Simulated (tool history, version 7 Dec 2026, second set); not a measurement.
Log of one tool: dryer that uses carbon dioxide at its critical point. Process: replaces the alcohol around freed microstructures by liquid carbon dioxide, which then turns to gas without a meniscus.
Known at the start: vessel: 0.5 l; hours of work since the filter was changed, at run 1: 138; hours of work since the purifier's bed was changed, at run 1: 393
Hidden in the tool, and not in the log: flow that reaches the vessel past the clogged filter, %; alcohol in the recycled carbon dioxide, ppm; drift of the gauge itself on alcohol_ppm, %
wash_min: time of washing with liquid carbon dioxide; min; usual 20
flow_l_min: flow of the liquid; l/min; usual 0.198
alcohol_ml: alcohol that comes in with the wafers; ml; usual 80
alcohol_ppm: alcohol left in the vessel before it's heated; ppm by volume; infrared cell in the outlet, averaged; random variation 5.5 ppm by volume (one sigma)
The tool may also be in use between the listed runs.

run   hour  wash_min  flow_l_min  alcohol_ml  hours of work since the filter was changed  hours of work since the purifier's bed was changed  alcohol_ppm
  1      0        20       0.198          80                                         138                                                 393          290
  2   45.3        20       0.198          80                                         157                                                 412          301
  3   90.4        20       0.127          80                                         177                                                 432         2747
  4  111.2        20        0.14          80                                         186                                                 440         1820
  5  138.5        20       0.123          80                                         197                                                 452         3263
  6  186.4        20       0.123          80                                         218                                                 473         3340
  7  207.5        20       0.123          80                                         227                                                 482         3401
  8  240.8        20       0.123          80                                         241                                                 496         3366
  9  264.1        20       0.123          80                                         251                                                 506         3467
 10  292.2        20       0.198          64                                         263                                                 518          318
 11  329.8        20       0.198          64                                         279                                                 534          327

Some steps in alcohol_ppm between neighbouring runs. How much of each would the tool show without its hidden state too (settings, what came in, random variation), and how much is left for the hidden state, with any gauge scatter that isn't in both results?
Run 9 -> 10: flow_l_min 0.123 -> 0.198, alcohol_ml 80 -> 64. alcohol_ppm -3149 ppm by volume: hidden state -816, all else -2333.
